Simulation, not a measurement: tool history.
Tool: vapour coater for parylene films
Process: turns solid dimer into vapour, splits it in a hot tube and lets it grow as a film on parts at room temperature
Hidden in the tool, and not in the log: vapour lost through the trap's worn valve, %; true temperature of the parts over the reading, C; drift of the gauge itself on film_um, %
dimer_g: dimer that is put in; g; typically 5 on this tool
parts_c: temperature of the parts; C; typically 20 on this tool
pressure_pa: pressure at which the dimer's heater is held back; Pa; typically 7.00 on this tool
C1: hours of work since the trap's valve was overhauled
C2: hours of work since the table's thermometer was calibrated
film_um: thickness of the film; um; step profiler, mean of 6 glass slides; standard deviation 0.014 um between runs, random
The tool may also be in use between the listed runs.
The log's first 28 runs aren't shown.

{"run": 29, "hour": 982.6, "dimer_g": 5, "parts_c": 16, "pressure_pa": 5.57, "C1": 269, "C2": 968, "film_um": 1.24}
{"run": 30, "hour": 1025.9, "dimer_g": 4, "parts_c": 16, "pressure_pa": 2.76, "C1": 306, "C2": 1004, "film_um": 1.11}
{"run": 31, "hour": 1066.7, "dimer_g": 4, "parts_c": 16, "pressure_pa": 2.76, "C1": 340, "C2": 1038, "film_um": 1.11}
{"hour": 1072.1, "done": "table's thermometer calibrated"}
{"run": 32, "hour": 1105.1, "dimer_g": 5, "parts_c": 31, "pressure_pa": 11.53, "C1": 371, "C2": 28, "film_um": 0.63}
{"run": 33, "hour": 1144.7, "dimer_g": 5, "parts_c": 25, "pressure_pa": 3.9, "C1": 404, "C2": 61, "film_um": 0.95}
{"run": 34, "hour": 1170.9, "dimer_g": 5, "parts_c": 25, "pressure_pa": 3.9, "C1": 426, "C2": 83, "film_um": 0.94}
{"run": 35, "hour": 1198.0, "dimer_g": 5, "parts_c": 25, "pressure_pa": 3.9, "C1": 449, "C2": 105, "film_um": 0.96}
{"run": 36, "hour": 1241.7, "dimer_g": 5, "parts_c": 25, "pressure_pa": 3.9, "C1": 485, "C2": 142, "film_um": 0.94}
{"run": 37, "hour": 1266.6, "dimer_g": 5, "parts_c": 26, "pressure_pa": 10.77, "C1": 506, "C2": 163, "film_um": 0.72}
{"run": 38, "hour": 1303.1, "dimer_g": 4, "parts_c": 20, "pressure_pa": 3.51, "C1": 537, "C2": 193, "film_um": 0.93}
{"run": 39, "hour": 1347.2, "dimer_g": 5, "parts_c": 20, "pressure_pa": 9.9, "C1": 573, "C2": 230, "film_um": 0.95}
{"run": 40, "hour": 1375.7, "dimer_g": 5, "parts_c": 20, "pressure_pa": 9.9, "C1": 597, "C2": 254, "film_um": 0.91}
{"run": 41, "hour": 1411.0, "dimer_g": 3, "parts_c": 15, "pressure_pa": 5.63, "C1": 627, "C2": 283, "film_um": 0.77}
{"run": 42, "hour": 1450.9, "dimer_g": 3, "parts_c": 13, "pressure_pa": 7.0, "C1": 660, "C2": 317, "film_um": 0.76}
{"run": 43, "hour": 1479.1, "dimer_g": 6, "parts_c": 15, "pressure_pa": 7.0, "C1": 684, "C2": 340, "film_um": 1.43}
{"hour": 1502.3, "done": "trap's valve overhauled"}
{"run": 44, "hour": 1531.4, "dimer_g": 4, "parts_c": 18, "pressure_pa": 7.0, "C1": 24, "C2": 381, "film_um": 0.93}
{"run": 45, "hour": 1575.9, "dimer_g": 5, "parts_c": 20, "pressure_pa": 7.0, "C1": 62, "C2": 418, "film_um": 1.05}
{"run": 46, "hour": 1603.2, "dimer_g": 6, "parts_c": 13, "pressure_pa": 7.0, "C1": 84, "C2": 441, "film_um": 1.67}
{"run": 47, "hour": 1642.5, "dimer_g": 5, "parts_c": 20, "pressure_pa": 3.96, "C1": 117, "C2": 473, "film_um": 1.19}

Below are 3 alternative next runs, each starting from the tool's condition after run 47. Predict each:
{"run": "A", "hour": 1682.1, "dimer_g": 5, "parts_c": 14, "pressure_pa": 3.88, "C1": 150, "C2": 507, "film_um": "?"}
{"run": "B", "hour": 1682.1, "dimer_g": 6, "parts_c": 20, "pressure_pa": 8.0, "C1": 150, "C2": 507, "film_um": "?"}
{"run": "C", "hour": 1682.1, "dimer_g": 2, "parts_c": 20, "pressure_pa": 6.52, "C1": 150, "C2": 507, "film_um": "?"}

run=A film_um=1.48
run=B film_um=1.21
run=C film_um=0.43
Had the tool no hidden state, the same runs would have come out as:
run=A film_um=1.55
run=B film_um=1.27
run=C film_um=0.45
